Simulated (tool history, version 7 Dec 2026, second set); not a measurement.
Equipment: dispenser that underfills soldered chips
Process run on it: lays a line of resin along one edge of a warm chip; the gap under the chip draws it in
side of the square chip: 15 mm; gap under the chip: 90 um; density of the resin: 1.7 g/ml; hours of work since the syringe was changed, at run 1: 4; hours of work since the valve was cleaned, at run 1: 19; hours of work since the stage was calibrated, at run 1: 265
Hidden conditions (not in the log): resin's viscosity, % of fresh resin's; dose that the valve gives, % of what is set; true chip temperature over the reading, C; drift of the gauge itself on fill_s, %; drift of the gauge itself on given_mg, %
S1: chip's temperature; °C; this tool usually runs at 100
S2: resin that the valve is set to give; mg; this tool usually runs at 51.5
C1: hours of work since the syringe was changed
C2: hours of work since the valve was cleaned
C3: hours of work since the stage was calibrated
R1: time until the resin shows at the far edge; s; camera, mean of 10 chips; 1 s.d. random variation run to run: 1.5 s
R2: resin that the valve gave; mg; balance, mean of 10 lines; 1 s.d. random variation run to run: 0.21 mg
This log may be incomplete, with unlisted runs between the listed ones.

run 1 day=0.000 | S1=100 S2=51.5 | C1=4 C2=19 C3=265 | R1=165.7 R2=50.91
-- day=0.304 new syringe of resin
run 2 day=0.512 | S1=100 S2=51.5 | C1=4 C2=28 C3=274 | R1=160.3 R2=50.35
-- day=0.833 new syringe of resin
run 3 day=0.971 | S1=100 S2=51.5 | C1=2 C2=36 C3=282 | R1=153.9 R2=50.80
run 4 day=1.254 | S1=100 S2=51.5 | C1=7 C2=41 C3=287 | R1=180.5 R2=49.99
-- day=1.367 new syringe of resin
run 5 day=1.558 | S1=100 S2=51.5 | C1=3 C2=46 C3=292 | R1=157.6 R2=50.13
-- day=1.879 new syringe of resin
run 6 day=2.046 | S1=88 S2=51.5 | C1=3 C2=55 C3=300 | R1=228.1 R2=49.98
-- day=2.408 new syringe of resin
run 7 day=2.571 | S1=100 S2=51.5 | C1=3 C2=64 C3=309 | R1=158.6 R2=49.22
run 8 day=2.896 | S1=100 S2=51.5 | C1=9 C2=70 C3=315 | R1=189.9 R2=49.40
-- day=2.938 new syringe of resin
run 9 day=3.246 | S1=100 S2=51.5 | C1=5 C2=76 C3=321 | R1=168.7 R2=48.90
-- day=3.458 new syringe of resin
run 10 day=3.617 | S1=95 S2=51.5 | C1=3 C2=82 C3=328 | R1=179.1 R2=49.01
-- day=3.933 dispensing valve cleaned and set on the balance
run 11 day=3.958 | S1=95 S2=51.5 | C1=8 C2=0 C3=333 | R1=210.3 R2=51.77
-- day=4.012 new syringe of resin
run 12 day=4.233 | S1=95 S2=51.5 | C1=4 C2=5 C3=338 | R1=185.1 R2=51.19
-- day=4.533 new syringe of resin
run 13 day=4.675 | S1=114 S2=46.7 | C1=3 C2=13 C3=345 | R1=106.5 R2=46.46
-- day=5.050 new syringe of resin
run 14 day=5.162 | S1=94 S2=54.1 | C1=2 C2=21 C3=354 | R1=174.7 R2=53.48
run 15 day=5.479 | S1=106 S2=48.4 | C1=8 C2=27 C3=359 | R1=151.8 R2=47.61
-- day=5.562 new syringe of resin
run 16 day=5.742 | S1=109 S2=48.1 | C1=3 C2=31 C3=364 | R1=129.4 R2=47.07
-- day=6.083 new syringe of resin
run 17 day=6.096 | S1=107 S2=44.0 | C1=0 C2=37 C3=370 | R1=120.7 R2=43.03
run 18 day=6.408 | S1=107 S2=44.0 | C1=6 C2=43 C3=376 | R1=144.5 R2=42.60
-- day=6.592 new syringe of resin
run 19 day=6.942 | S1=107 S2=44.0 | C1=6 C2=52 C3=385 | R1=145.0 R2=42.73
-- day=7.117 new syringe of resin
run 20 day=7.346 | S1=92 S2=58.8 | C1=4 C2=59 C3=392 | R1=195.2 R2=56.84
-- day=7.667 new syringe of resin
run 21 day=7.712 | S1=102 S2=65.3 | C1=1 C2=66 C3=398 | R1=133.3 R2=62.53
-- day=8.175 new syringe of resin
run 22 day=8.204 | S1=91 S2=63.1 | C1=1 C2=74 C3=407 | R1=177.5 R2=60.46

Predict each of these 5 candidate next runs independently; none follows another, all start after run 22:
run A day=8.421 | S1=100 S2=62.8 | C1=4 C2=78 C3=411 | R1=? R2=?
run B day=8.421 | S1=107 S2=47.8 | C1=4 C2=78 C3=411 | R1=? R2=?
run C day=8.421 | S1=93 S2=51.5 | C1=4 C2=78 C3=411 | R1=? R2=?
run D day=8.421 | S1=111 S2=50.5 | C1=4 C2=78 C3=411 | R1=? R2=?
run E day=8.421 | S1=100 S2=44.1 | C1=4 C2=78 C3=411 | R1=? R2=?

run=A R1=156.9 R2=59.80
run=B R1=134.4 R2=45.44
run=C R1=198.3 R2=49.14
run=D R1=120.3 R2=48.03
run=E R1=169.9 R2=42.55
The same runs, with their run-to-run variation unchanged, on a tool lacking any hidden condition would have given:
run=A R1=143.8 R2=62.71
run=B R1=121.9 R2=47.65
run=C R1=181.0 R2=51.53
run=D R1=109.3 R2=50.36
run=E R1=153.6 R2=44.62
